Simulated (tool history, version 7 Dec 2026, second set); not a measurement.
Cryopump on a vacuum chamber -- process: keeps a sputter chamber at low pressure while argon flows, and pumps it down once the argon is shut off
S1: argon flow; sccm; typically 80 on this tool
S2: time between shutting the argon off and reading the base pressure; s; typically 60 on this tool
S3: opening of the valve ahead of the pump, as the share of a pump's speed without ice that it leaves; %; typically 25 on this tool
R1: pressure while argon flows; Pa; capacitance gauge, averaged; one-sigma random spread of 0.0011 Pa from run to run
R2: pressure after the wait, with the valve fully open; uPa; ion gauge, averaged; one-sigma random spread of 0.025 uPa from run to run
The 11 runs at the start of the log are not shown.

{"run": 12, "hour": 683.2, "S1": 56, "S2": 60, "S3": 21, "R1": 0.2203, "R2": 2.42}
{"hour": 711.0, "done": "pump warmed up, emptied and cooled again"}
{"run": 13, "hour": 767.6, "S1": 56, "S2": 60, "S3": 21, "R1": 0.2089, "R2": 2.2}
{"run": 14, "hour": 854.9, "S1": 56, "S2": 60, "S3": 21, "R1": 0.2089, "R2": 2.28}
{"run": 15, "hour": 917.5, "S1": 56, "S2": 60, "S3": 21, "R1": 0.2089, "R2": 2.32}
{"run": 16, "hour": 992.1, "S1": 56, "S2": 60, "S3": 21, "R1": 0.2118, "R2": 2.38}
{"run": 17, "hour": 1064.2, "S1": 56, "S2": 60, "S3": 21, "R1": 0.2131, "R2": 2.51}
{"hour": 1134.2, "done": "leaking fittings of the chamber tightened, without venting"}
{"run": 18, "hour": 1136.0, "S1": 56, "S2": 60, "S3": 21, "R1": 0.2168, "R2": 1.02}
{"run": 19, "hour": 1194.2, "S1": 80, "S2": 60, "S3": 26, "R1": 0.2509, "R2": 1.03}
{"run": 20, "hour": 1249.1, "S1": 80, "S2": 60, "S3": 26, "R1": 0.2544, "R2": 1.08}
{"run": 21, "hour": 1306.4, "S1": 80, "S2": 60, "S3": 26, "R1": 0.2564, "R2": 1.08}
{"run": 22, "hour": 1383.5, "S1": 159, "S2": 80, "S3": 15, "R1": 0.8638, "R2": 0.97}
{"hour": 1412.1, "done": "pump warmed up, emptied and cooled again"}
{"run": 23, "hour": 1449.0, "S1": 54, "S2": 60, "S3": 25, "R1": 0.1699, "R2": 1.16}
{"run": 24, "hour": 1506.2, "S1": 54, "S2": 60, "S3": 25, "R1": 0.1684, "R2": 1.2}
{"run": 25, "hour": 1578.6, "S1": 81, "S2": 215, "S3": 25, "R1": 0.2568, "R2": 0.65}
{"run": 26, "hour": 1646.6, "S1": 51, "S2": 89, "S3": 38, "R1": 0.1075, "R2": 1.02}
{"run": 27, "hour": 1691.4, "S1": 51, "S2": 89, "S3": 38, "R1": 0.1078, "R2": 1.07}
{"run": 28, "hour": 1765.4, "S1": 111, "S2": 118, "S3": 17, "R1": 0.5228, "R2": 1.05}
{"run": 29, "hour": 1837.1, "S1": 135, "S2": 262, "S3": 16, "R1": 0.6716, "R2": 0.83}
{"run": 30, "hour": 1902.0, "S1": 64, "S2": 155, "S3": 25, "R1": 0.2107, "R2": 0.98}
{"run": 31, "hour": 1959.1, "S1": 80, "S2": 88, "S3": 22, "R1": 0.3006, "R2": 1.29}
{"run": 32, "hour": 2019.5, "S1": 72, "S2": 87, "S3": 22, "R1": 0.2676, "R2": 1.4}
{"run": 33, "hour": 2060.1, "S1": 54, "S2": 87, "S3": 22, "R1": 0.2041, "R2": 1.45}

Each row is a separate what-if for the run after 33, all from the same tool condition, not one after another. Results?
{"hour": 2109.1, "done": "pump warmed up, emptied and cooled again"}
{"run": "A", "hour": 2146.7, "S1": 75, "S2": 224, "S3": 25, "R1": "?", "R2": "?"}
{"hour": 2109.1, "done": "pump warmed up, emptied and cooled again"}
{"run": "B", "hour": 2146.7, "S1": 55, "S2": 87, "S3": 44, "R1": "?", "R2": "?"}
{"hour": 2109.1, "done": "pump warmed up, emptied and cooled again"}
{"run": "C", "hour": 2146.7, "S1": 54, "S2": 26, "S3": 22, "R1": "?", "R2": "?"}
{"hour": 2109.1, "done": "pump warmed up, emptied and cooled again"}
{"run": "D", "hour": 2146.7, "S1": 36, "S2": 86, "S3": 51, "R1": "?", "R2": "?"}
{"hour": 2109.1, "done": "pump warmed up, emptied and cooled again"}
{"run": "E", "hour": 2146.7, "S1": 98, "S2": 28, "S3": 53, "R1": "?", "R2": "?"}

run=A R1=0.2352 R2=1.02
run=B R1=0.0999 R2=1.30
run=C R1=0.1932 R2=2.69
run=D R1=0.0560 R2=1.32
run=E R1=0.1474 R2=2.59
Take away the tool's hidden state, keep each run's random variation, and the runs would have read:
run=A R1=0.2329 R2=0.41
run=B R1=0.0982 R2=0.69
run=C R1=0.1916 R2=2.06
run=D R1=0.0549 R2=0.71
run=E R1=0.1444 R2=1.96

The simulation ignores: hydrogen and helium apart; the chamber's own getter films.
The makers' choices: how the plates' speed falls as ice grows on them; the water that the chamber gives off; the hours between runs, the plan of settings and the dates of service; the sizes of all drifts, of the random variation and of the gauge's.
